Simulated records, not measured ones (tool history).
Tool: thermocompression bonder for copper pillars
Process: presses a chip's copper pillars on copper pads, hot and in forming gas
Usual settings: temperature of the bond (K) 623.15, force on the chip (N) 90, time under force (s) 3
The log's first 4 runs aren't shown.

run	hour	temperature of the bond (K)	force on the chip (N)	time under force (s)	force that shears a chip off (N)
5	20.4	600.15	90	3	64.2
6	27.2	600.15	90	3	63.8
7	33.4	600.15	90	3	63.8
8	41.2	600.15	90	3	64.4
9	45.8	623.15	90	3	81.8
10	50.4	623.15	90	3	81.5
11	57.8	623.15	66	3	64.3
12	63.9	623.15	66	3	64.6
13	69.5	595.15	90	3	59.8
14	77.6	595.15	90	3	60.5
15	86.4	595.15	90	3	60.3
16	93.8	595.15	90	3	59.7
17	97.5	623.15	104	3	90.3
18	104.7	623.15	90	2	72
19	112.8	623.15	90	2	72.4
20	121.7	623.15	90	2	71.2

Forecast run 21:
21	127.7	623.15	90	2	?

force that shears a chip off (N): 71.1
Without the tool's hidden state the same run would have given force that shears a chip off (N) 71.

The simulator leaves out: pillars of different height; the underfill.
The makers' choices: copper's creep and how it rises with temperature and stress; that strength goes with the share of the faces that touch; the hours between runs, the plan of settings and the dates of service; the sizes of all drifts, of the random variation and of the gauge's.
